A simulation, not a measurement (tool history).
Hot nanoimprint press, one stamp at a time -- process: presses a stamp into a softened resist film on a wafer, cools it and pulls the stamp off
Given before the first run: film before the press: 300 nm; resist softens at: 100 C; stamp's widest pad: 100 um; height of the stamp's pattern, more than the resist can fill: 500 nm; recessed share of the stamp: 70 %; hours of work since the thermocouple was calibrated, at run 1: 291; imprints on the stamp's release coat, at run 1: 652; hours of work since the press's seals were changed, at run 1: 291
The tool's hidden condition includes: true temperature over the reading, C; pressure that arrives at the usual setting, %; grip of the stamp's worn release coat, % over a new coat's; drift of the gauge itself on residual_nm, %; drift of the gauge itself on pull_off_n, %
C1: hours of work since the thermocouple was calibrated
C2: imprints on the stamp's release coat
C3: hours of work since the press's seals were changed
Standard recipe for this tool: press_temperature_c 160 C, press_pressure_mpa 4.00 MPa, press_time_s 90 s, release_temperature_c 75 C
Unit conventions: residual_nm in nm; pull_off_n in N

Run 1, hour 0.0: usual settings; C1 291; C2 652; C3 291. Result: residual_nm 110.4 nm, pull_off_n 215 N.
Run 2, hour 14.7: usual settings but release_temperature_c 78 C; C1 301; C2 699; C3 301. Result: residual_nm 109.8 nm, pull_off_n 203 N.
Run 3, hour 25.6: usual settings but release_temperature_c 78 C; C1 309; C2 734; C3 309. Result: residual_nm 109.2 nm, pull_off_n 211 N.
Run 4, hour 36.0: usual settings but release_temperature_c 78 C; C1 316; C2 767; C3 316. Result: residual_nm 107.7 nm, pull_off_n 220 N.
Run 5, hour 43.8: usual settings but press_time_s 148 s, release_temperature_c 78 C; C1 322; C2 793; C3 322. Result: residual_nm 91.4 nm, pull_off_n 212 N.
Run 6, hour 51.5: usual settings but press_temperature_c 152 C; C1 327; C2 818; C3 327. Result: residual_nm 147.0 nm, pull_off_n 232 N.
Run 7, hour 60.5: usual settings but press_temperature_c 151 C, press_time_s 70 s, release_temperature_c 65 C; C1 333; C2 847; C3 333. Result: residual_nm 167.2 nm, pull_off_n 296 N.
At hour 64.1: plate thermocouple calibrated.
Run 8, hour 72.3: usual settings but press_temperature_c 151 C, press_pressure_mpa 5.88 MPa, press_time_s 79 s, release_temperature_c 73 C; C1 6; C2 875; C3 340. Result: residual_nm 131.6 nm, pull_off_n 242 N.
Run 9, hour 83.2: usual settings but press_temperature_c 167 C, press_pressure_mpa 3.33 MPa, press_time_s 67 s; C1 13; C2 910; C3 347. Result: residual_nm 103.8 nm, pull_off_n 226 N.
Run 10, hour 92.5: usual settings but press_temperature_c 150 C, press_pressure_mpa 4.07 MPa, press_time_s 55 s; C1 20; C2 940; C3 354. Result: residual_nm 181.9 nm, pull_off_n 239 N.
Run 11, hour 106.2: usual settings but press_pressure_mpa 4.18 MPa, press_time_s 71 s, release_temperature_c 81 C; C1 30; C2 984; C3 364. Result: residual_nm 114.8 nm, pull_off_n 197 N.

Some steps in residual_nm, run to run, broken into two amounts with sign: the step expected even without the hidden condition (settings, incoming material, random variation), and the rest, left for the hidden condition together with whatever gauge scatter is not in both the measured and the hidden-condition-free result:
Run 9 -> 10: press_temperature_c 167 -> 150, press_pressure_mpa 3.33 -> 4.07, press_time_s 67 -> 55. residual_nm +78.1 nm: hidden state -4.6, all else +82.7.
